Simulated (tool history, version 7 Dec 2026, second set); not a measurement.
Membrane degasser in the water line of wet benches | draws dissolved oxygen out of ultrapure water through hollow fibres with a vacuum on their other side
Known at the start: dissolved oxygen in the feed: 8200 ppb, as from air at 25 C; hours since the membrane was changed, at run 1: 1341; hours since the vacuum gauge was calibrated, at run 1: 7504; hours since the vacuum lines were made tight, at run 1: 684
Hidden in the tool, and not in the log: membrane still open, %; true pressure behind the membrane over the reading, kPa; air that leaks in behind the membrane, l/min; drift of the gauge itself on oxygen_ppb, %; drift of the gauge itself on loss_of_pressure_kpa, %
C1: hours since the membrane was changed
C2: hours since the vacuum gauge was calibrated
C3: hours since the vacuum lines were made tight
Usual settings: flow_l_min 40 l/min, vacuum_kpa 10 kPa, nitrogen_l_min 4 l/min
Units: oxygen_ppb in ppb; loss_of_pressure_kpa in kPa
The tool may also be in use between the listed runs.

Run 1, hour 0: usual settings; C1 1341; C2 7504; C3 684. Result: oxygen_ppb 219.8 ppb, loss_of_pressure_kpa 56.32 kPa.
Run 2, hour 113.2: usual settings; C1 1454; C2 7617; C3 798. Result: oxygen_ppb 218.5 ppb, loss_of_pressure_kpa 56.1 kPa.
Run 3, hour 259.6: usual settings; C1 1601; C2 7764; C3 944. Result: oxygen_ppb 215.6 ppb, loss_of_pressure_kpa 56.57 kPa.
Run 4, hour 338.2: usual settings but vacuum_kpa 16 kPa; C1 1679; C2 7842; C3 1023. Result: oxygen_ppb 351.9 ppb, loss_of_pressure_kpa 56.16 kPa.
Run 5, hour 444.7: usual settings but vacuum_kpa 16 kPa; C1 1786; C2 7949; C3 1129. Result: oxygen_ppb 351.9 ppb, loss_of_pressure_kpa 55.94 kPa.
Run 6, hour 583: usual settings; C1 1924; C2 8087; C3 1267. Result: oxygen_ppb 220.2 ppb, loss_of_pressure_kpa 56.5 kPa.
Run 7, hour 706: usual settings; C1 2047; C2 8210; C3 1390. Result: oxygen_ppb 220.5 ppb, loss_of_pressure_kpa 56.11 kPa.
Run 8, hour 848: usual settings; C1 2189; C2 8352; C3 1532. Result: oxygen_ppb 220.5 ppb, loss_of_pressure_kpa 56.49 kPa.
Run 9, hour 969.6: usual settings; C1 2311; C2 8474; C3 1654. Result: oxygen_ppb 217.9 ppb, loss_of_pressure_kpa 56.45 kPa.
Run 10, hour 1079.2: usual settings but nitrogen_l_min 6.54 l/min; C1 2420; C2 8583; C3 1764. Result: oxygen_ppb 159.2 ppb, loss_of_pressure_kpa 56.26 kPa.
Run 11, hour 1218.4: usual settings but nitrogen_l_min 6.54 l/min; C1 2559; C2 8723; C3 1903. Result: oxygen_ppb 159.4 ppb, loss_of_pressure_kpa 56.27 kPa.
At hour 1322: vacuum gauge calibrated.
Run 12, hour 1345.3: usual settings but flow_l_min 33 l/min, nitrogen_l_min 2.27 l/min; C1 2686; C2 23; C3 2029. Result: oxygen_ppb 256.5 ppb, loss_of_pressure_kpa 46.53 kPa.
Run 13, hour 1469.4: usual settings but flow_l_min 39 l/min, nitrogen_l_min 2.29 l/min; C1 2810; C2 147; C3 2153. Result: oxygen_ppb 319.3 ppb, loss_of_pressure_kpa 55.03 kPa.
Run 14, hour 1599.4: usual settings but flow_l_min 39 l/min, vacuum_kpa 21.7 kPa, nitrogen_l_min 4.02 l/min; C1 2940; C2 277; C3 2283. Result: oxygen_ppb 460 ppb, loss_of_pressure_kpa 55.13 kPa.
Run 15, hour 1664.8: usual settings but flow_l_min 49 l/min, vacuum_kpa 21.7 kPa, nitrogen_l_min 8.06 l/min; C1 3005; C2 343; C3 2349. Result: oxygen_ppb 388.8 ppb, loss_of_pressure_kpa 69.28 kPa.
Run 16, hour 1794.5: usual settings but nitrogen_l_min 1.76 l/min; C1 3135; C2 473; C3 2478. Result: oxygen_ppb 401.5 ppb, loss_of_pressure_kpa 56.87 kPa.
Run 17, hour 1945.1: usual settings but vacuum_kpa 16.8 kPa, nitrogen_l_min 4.64 l/min; C1 3286; C2 623; C3 2629. Result: oxygen_ppb 337.1 ppb, loss_of_pressure_kpa 56.64 kPa.
Run 18, hour 2101: usual settings but vacuum_kpa 13 kPa, nitrogen_l_min 11.2 l/min; C1 3441; C2 779; C3 2785. Result: oxygen_ppb 145.5 ppb, loss_of_pressure_kpa 56.2 kPa.
Run 19, hour 2167.9: usual settings but flow_l_min 55 l/min, vacuum_kpa 18.1 kPa, nitrogen_l_min 11.2 l/min; C1 3508; C2 846; C3 2852. Result: oxygen_ppb 365.4 ppb, loss_of_pressure_kpa 77.99 kPa.
At hour 2187.8: vacuum gauge calibrated, once more.
Run 20, hour 2268: usual settings but flow_l_min 55 l/min, vacuum_kpa 18.1 kPa, nitrogen_l_min 11.2 l/min; C1 3608; C2 80; C3 2951. Result: oxygen_ppb 363.5 ppb, loss_of_pressure_kpa 77.56 kPa.

3 ways to go on from here, each from the tool as it stands after run 20. What would each give?
Run A, hour 2332.6: usual settings but flow_l_min 34 l/min, vacuum_kpa 9.2 kPa, nitrogen_l_min 11.46 l/min; C1 3673; C2 145; C3 3016. Result: oxygen_ppb ?, loss_of_pressure_kpa ?.
Run B, hour 2332.6: usual settings but flow_l_min 27 l/min, vacuum_kpa 19 kPa, nitrogen_l_min 8.06 l/min; C1 3673; C2 145; C3 3016. Result: oxygen_ppb ?, loss_of_pressure_kpa ?.
Run C, hour 2332.6: usual settings but flow_l_min 24 l/min; C1 3673; C2 145; C3 3016. Result: oxygen_ppb ?, loss_of_pressure_kpa ?.

run  oxygen_ppb  loss_of_pressure_kpa
  A          70                    48
  B       135.5                 38.02
  C       101.2                  34.1
Without the tool's hidden state the same runs would have given:
run  oxygen_ppb  loss_of_pressure_kpa
  A        67.9                  47.5
  B       133.8                 37.62
  C        99.6                 33.74
